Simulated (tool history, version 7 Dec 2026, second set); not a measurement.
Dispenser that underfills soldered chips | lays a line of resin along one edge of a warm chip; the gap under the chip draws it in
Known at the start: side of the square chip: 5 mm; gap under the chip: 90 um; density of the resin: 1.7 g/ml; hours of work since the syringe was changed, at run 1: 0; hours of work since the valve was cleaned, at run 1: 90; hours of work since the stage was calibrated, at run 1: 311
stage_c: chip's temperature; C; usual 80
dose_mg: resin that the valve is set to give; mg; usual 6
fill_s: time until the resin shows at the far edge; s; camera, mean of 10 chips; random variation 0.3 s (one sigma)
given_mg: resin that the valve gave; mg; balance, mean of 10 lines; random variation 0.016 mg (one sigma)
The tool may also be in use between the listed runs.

run  hour  stage_c  dose_mg  hours of work since the syringe was changed  hours of work since the valve was cleaned  hours of work since the stage was calibrated  fill_s  given_mg
  1     0       80        6                                            0                                         90                                           311     3.4      5.79
  2     5       80        6                                            4                                         94                                           315     4.7      5.81
  3  14.7       80        6                                           11                                        101                                           322     8.1      5.78
     15.4  -- new syringe of resin
  4    21       69        6                                            4                                        106                                           327     8.5       5.8
  5  26.3       69        6                                            8                                        110                                           331    10.5      5.76
     30.8  -- new syringe of resin
  6  33.1       69     5.31                                            2                                        115                                           336     5.5       5.1
  7  39.4       69     5.31                                            7                                        119                                           341     8.8      5.08
     46.8  -- new syringe of resin
  8  49.2       69     5.31                                            2                                        127                                           348     6.6      5.04
  9  59.4       89     5.69                                           10                                        135                                           356     5.6      5.38
     62.7  -- new syringe of resin
     64.6  -- dispensing valve cleaned and set on the balance
 10  66.7       79     5.93                                            2                                          2                                           360     4.3       5.9
 11    76       86     7.46                                            9                                          9                                           368     5.5      7.43
     79.2  -- new syringe of resin
 12  85.4       76     5.51                                            5                                         16                                           375     6.1      5.46

4 ways to go on from here, each from the tool as it stands after run 12. What would each give?
  A  91.2       94     6.97                                            9                                         20                                           379       ?         ?
  B  91.2       80     6.66                                            9                                         20                                           379       ?         ?
  C  91.2       90     6.64                                            9                                         20                                           379       ?         ?
  D  91.2       87     5.54                                            9                                         20                                           379       ?         ?

run  fill_s  given_mg
  A       4       6.9
  B     6.7       6.6
  C     4.7      6.61
  D     5.9       5.5
Without the tool's hidden state the same runs would have given:
run  fill_s  given_mg
  A     1.9      6.95
  B     3.2      6.64
  C     2.3      6.65
  D     3.2      5.54

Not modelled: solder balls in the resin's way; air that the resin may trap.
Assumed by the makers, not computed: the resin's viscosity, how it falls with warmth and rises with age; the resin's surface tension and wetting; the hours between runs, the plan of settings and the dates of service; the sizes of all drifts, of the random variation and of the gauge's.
